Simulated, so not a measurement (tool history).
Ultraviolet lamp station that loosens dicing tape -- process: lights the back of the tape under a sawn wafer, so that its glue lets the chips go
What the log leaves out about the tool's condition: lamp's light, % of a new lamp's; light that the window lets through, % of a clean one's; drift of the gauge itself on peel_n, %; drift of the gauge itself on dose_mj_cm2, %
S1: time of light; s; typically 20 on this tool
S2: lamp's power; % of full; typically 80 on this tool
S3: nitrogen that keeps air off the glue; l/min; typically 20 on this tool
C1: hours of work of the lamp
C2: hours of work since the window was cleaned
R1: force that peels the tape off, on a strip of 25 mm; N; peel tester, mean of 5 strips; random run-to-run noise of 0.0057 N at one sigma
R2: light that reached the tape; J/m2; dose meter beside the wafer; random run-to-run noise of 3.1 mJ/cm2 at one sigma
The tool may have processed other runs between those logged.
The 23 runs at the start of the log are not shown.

run 24 hour=1626.3 | S1=14 S2=95 S3=15 | C1=165 C2=180 | R1=0.296 R2=3440
run 25 hour=1721.1 | S1=16 S2=65 S3=35 | C1=225 C2=240 | R1=0.327 R2=2610
run 26 hour=1812.4 | S1=36 S2=94 S3=20 | C1=283 C2=298 | R1=0.088 R2=8060
run 27 hour=1852.8 | S1=21 S2=78 S3=20 | C1=309 C2=324 | R1=0.210 R2=3910
run 28 hour=1899.8 | S1=21 S2=78 S3=20 | C1=339 C2=354 | R1=0.205 R2=3750
run 29 hour=1981.7 | S1=20 S2=64 S3=29 | C1=391 C2=406 | R1=0.298 R2=2810
-- hour=2013.8 window cleaned of glue's vapour
run 30 hour=2064.9 | S1=20 S2=80 S3=14 | C1=444 C2=33 | R1=0.263 R2=3580
run 31 hour=2146.4 | S1=16 S2=60 S3=20 | C1=496 C2=84 | R1=0.626 R2=2090
run 32 hour=2245.5 | S1=20 S2=64 S3=10 | C1=559 C2=147 | R1=0.595 R2=2610
run 33 hour=2304.3 | S1=20 S2=64 S3=10 | C1=596 C2=185 | R1=0.653 R2=2510
-- hour=2320.9 lamp changed
run 34 hour=2383.0 | S1=20 S2=80 S3=16 | C1=39 C2=234 | R1=0.177 R2=4320
run 35 hour=2482.2 | S1=30 S2=76 S3=8 | C1=103 C2=297 | R1=0.150 R2=5980
run 36 hour=2553.1 | S1=16 S2=60 S3=20 | C1=148 C2=342 | R1=0.460 R2=2420
run 37 hour=2627.5 | S1=16 S2=60 S3=26 | C1=195 C2=390 | R1=0.449 R2=2370
-- hour=2685.9 window cleaned of glue's vapour
run 38 hour=2702.0 | S1=17 S2=91 S3=20 | C1=242 C2=10 | R1=0.189 R2=4000
run 39 hour=2788.1 | S1=17 S2=91 S3=20 | C1=297 C2=65 | R1=0.200 R2=3830

4 ways to go on from here, each from the tool as it stands after run 39. What would each give?
run A hour=2887.3 | S1=20 S2=75 S3=7 | C1=360 C2=128 | R1=? R2=?
run B hour=2887.3 | S1=17 S2=91 S3=26 | C1=360 C2=128 | R1=? R2=?
run C hour=2887.3 | S1=17 S2=86 S3=20 | C1=360 C2=128 | R1=? R2=?
run D hour=2887.3 | S1=24 S2=80 S3=20 | C1=360 C2=128 | R1=? R2=?

run=A R1=0.460 R2=3550
run=B R1=0.189 R2=3650
run=C R1=0.241 R2=3490
run=D R1=0.139 R2=4520
With the hidden condition removed and each run's random variation left untouched, the same runs would have given:
run=A R1=0.306 R2=4370
run=B R1=0.130 R2=4510
run=C R1=0.160 R2=4300
run=D R1=0.103 R2=5580
